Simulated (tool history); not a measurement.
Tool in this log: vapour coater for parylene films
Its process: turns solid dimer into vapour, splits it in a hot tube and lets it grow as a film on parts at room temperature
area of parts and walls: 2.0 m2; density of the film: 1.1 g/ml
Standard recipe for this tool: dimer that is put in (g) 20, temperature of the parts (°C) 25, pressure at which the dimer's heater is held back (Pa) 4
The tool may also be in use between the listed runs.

run	hour	dimer that is put in (g)	temperature of the parts (°C)	pressure at which the dimer's heater is held back (Pa)	thickness of the film (µm)
1	0	20	25	4	3.85
2	10.7	20	25	4	3.85
# hour 19.5: trap's valve overhauled
3	31	20	25	4	4.27
4	48.9	20	25	4	4.26
5	61.7	20	25	4	4.27
6	79.5	20	25	4	4.23
7	97.8	20	25	4	4.25
8	120.5	20	25	4	4.29
9	140	20	25	4	4.19
10	153	20	25	4	4.27
11	175.1	20	25	4	4.22
12	187.7	19	23	4.93	4.05
13	202.9	20	24	4	4.26
14	223	20	24	4	4.21
15	239.9	20	24	4	4.23
16	263.4	20	25	6.18	4.01
17	280.2	26	34	4	4.74
18	292.1	23	36	2.59	4.24
19	310.1	19	25	4.54	3.87
20	324.7	11	23	3.94	2.35

Branching from run 20: 3 alternative next runs. What would each branch give?
A	344.1	20	35	6.7	?
B	344.1	11	34	3.94	?
C	344.1	13	36	4.67	?

run	thickness of the film (µm)
A	3.42
B	1.99
C	2.28
What these runs would have given with no unlogged condition in the tool:
run	thickness of the film (µm)
A	3.53
B	2.05
C	2.36

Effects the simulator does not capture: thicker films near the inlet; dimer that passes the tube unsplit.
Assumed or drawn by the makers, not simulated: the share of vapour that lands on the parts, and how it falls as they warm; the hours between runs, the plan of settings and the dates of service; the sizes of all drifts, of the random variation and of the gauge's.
